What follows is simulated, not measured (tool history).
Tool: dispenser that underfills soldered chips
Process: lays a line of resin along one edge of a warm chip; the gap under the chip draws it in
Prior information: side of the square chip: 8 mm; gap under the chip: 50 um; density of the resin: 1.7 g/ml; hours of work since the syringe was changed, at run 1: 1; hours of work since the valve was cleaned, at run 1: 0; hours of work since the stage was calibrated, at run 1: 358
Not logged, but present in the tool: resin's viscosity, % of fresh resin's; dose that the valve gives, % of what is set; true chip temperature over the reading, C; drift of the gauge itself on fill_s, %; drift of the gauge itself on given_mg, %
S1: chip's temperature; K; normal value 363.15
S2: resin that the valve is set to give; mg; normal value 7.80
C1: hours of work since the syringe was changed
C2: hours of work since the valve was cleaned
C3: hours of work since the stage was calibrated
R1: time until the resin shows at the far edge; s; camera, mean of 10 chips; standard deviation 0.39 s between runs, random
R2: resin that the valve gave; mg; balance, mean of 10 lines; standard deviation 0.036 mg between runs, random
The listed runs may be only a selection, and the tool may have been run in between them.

run   hour      S1     S2  C1  C2   C3    R1    R2
  1    0.0  363.15   7.80   1   0  358  25.2  7.73
      12.4  -- new syringe of resin
  2   13.0  363.15   7.07   0  10  368  24.1  7.06
  3   20.1  363.15   7.07   6  15  373  34.9  7.09
      25.9  -- new syringe of resin
  4   35.3  363.15   7.07   7  27  384  37.9  7.05
      39.6  -- new syringe of resin
  5   44.4  363.15   7.07   4  33  391  30.6  6.98
      53.0  -- new syringe of resin
  6   56.6  363.15   7.80   3  42  400  27.9  7.65
      66.1  -- new syringe of resin
  7   68.2  363.15   7.80   2  51  409  25.0  7.60
  8   77.6  363.15   7.80   9  58  416  42.5  7.70
      80.1  -- new syringe of resin
  9   88.3  363.15   7.80   6  66  424  34.7  7.66
      93.6  -- new syringe of resin
      96.2  -- dispensing valve cleaned and set on the balance
 10   97.5  363.15   8.44   2   1  430  25.6  8.39
     108.5  -- new syringe of resin
 11  114.4  363.15   8.44   5  14  443  30.7  8.38
     122.2  -- new syringe of resin
 12  131.3  363.15   9.98   7  26  456  36.0  9.92
     135.1  -- new syringe of resin
 13  142.2  363.15   7.80   5  35  464  32.8  7.74
     148.2  -- new syringe of resin
 14  156.6  374.15   7.80   6  45  475  23.1  7.62
     161.4  -- new syringe of resin
 15  166.8  363.15   7.80   4  53  482  30.4  7.68
     175.1  -- new syringe of resin
 16  176.2  355.15   7.80   1  60  489  31.5  7.64
     189.0  -- new syringe of resin
 17  189.2  357.15   7.80   0  70  499  29.1  7.60
     192.3  -- dispensing valve cleaned and set on the balance
     203.7  -- new syringe of resin
 18  204.8  354.15   8.79   1   9  510  33.3  8.71
     207.1  -- stage's temperature calibrated
 19  212.7  359.15   7.98   6  15    4  44.0  7.94
     217.8  -- new syringe of resin
 20  223.9  363.15   8.08   5  23   13  33.1  8.02
     231.2  -- new syringe of resin
 21  239.4  348.15  10.06   6  35   24  68.2  9.92
     245.0  -- new syringe of resin
 22  254.2  374.15  10.05   7  46   35  24.8  9.88
     258.7  -- new syringe of resin
 23  263.7  350.15  10.05   4  53   43  52.8  9.87
     272.2  -- new syringe of resin
 24  278.8  367.15   7.28   5  64   54  30.0  7.10
     286.1  -- new syringe of resin
     289.3  -- dispensing valve cleaned and set on the balance
 25  292.6  361.15   7.11   4   3   63  35.7  7.08
     300.5  -- new syringe of resin
 26  301.8  369.15   9.21   1   9   70  19.5  9.15
     313.5  -- new syringe of resin
 27  314.6  369.15   9.21   1  19   80  19.2  9.22
 28  323.1  357.15   9.36   7  25   86  50.1  9.23
     327.3  -- new syringe of resin
 29  332.3  359.15   7.04   4  32   93  37.5  6.95
     340.3  -- new syringe of resin
 30  340.3  376.15   6.85   0  38   99  15.3  6.79
 31  348.6  376.15   6.85   6  45  106  23.9  6.74

Run 32 comes next. What will it give?
     353.7  -- new syringe of resin
 32  356.2  376.15  6.85   2  50  111   ?   ?

Run 32 produced R1 16.8 s, R2 6.73 mg.
On a tool with no hidden condition, and with the same random variation, this run would have come out at R1 14.9 s, R2 6.86 mg.

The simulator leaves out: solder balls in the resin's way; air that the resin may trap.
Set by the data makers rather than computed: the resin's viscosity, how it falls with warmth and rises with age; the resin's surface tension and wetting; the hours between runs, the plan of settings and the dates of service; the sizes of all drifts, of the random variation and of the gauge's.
